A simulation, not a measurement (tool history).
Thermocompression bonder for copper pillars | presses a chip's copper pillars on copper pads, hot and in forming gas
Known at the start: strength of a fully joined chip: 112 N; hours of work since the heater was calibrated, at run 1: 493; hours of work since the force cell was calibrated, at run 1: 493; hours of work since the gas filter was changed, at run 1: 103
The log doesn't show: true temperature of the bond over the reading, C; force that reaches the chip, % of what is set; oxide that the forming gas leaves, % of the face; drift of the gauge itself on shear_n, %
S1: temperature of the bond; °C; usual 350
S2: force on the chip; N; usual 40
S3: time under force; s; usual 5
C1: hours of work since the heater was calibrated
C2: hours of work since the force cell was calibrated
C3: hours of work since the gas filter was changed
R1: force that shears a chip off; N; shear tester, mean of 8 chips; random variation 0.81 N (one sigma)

run	hour	S1	S2	S3	C1	C2	C3	R1
1	0.0	350	40	5	493	493	103	60.0
2	28.4	350	40	5	508	508	118	59.1
3	71.8	355	40	5	530	530	140	61.1
4	89.9	355	40	5	540	540	149	61.7
5	109.9	355	40	5	550	550	159	61.9
6	153.4	350	40	5	572	572	182	58.5
7	187.7	350	40	5	590	590	199	57.8
8	220.4	350	40	5	607	607	216	55.8
9	244.7	350	40	5	619	619	228	57.0
10	289.4	350	40	5	642	642	251	56.2
11	312.6	350	40	5	654	654	263	56.7
12	348.0	350	43	5	672	672	281	59.8
13	374.5	350	43	5	685	685	295	57.6

The next listed run, before its measurement:
14	413.0	350	43	5	705	705	315	?

Run 14 gave R1 57.5 N.
Without the tool's hidden state the same run would have given R1 65.3 N.
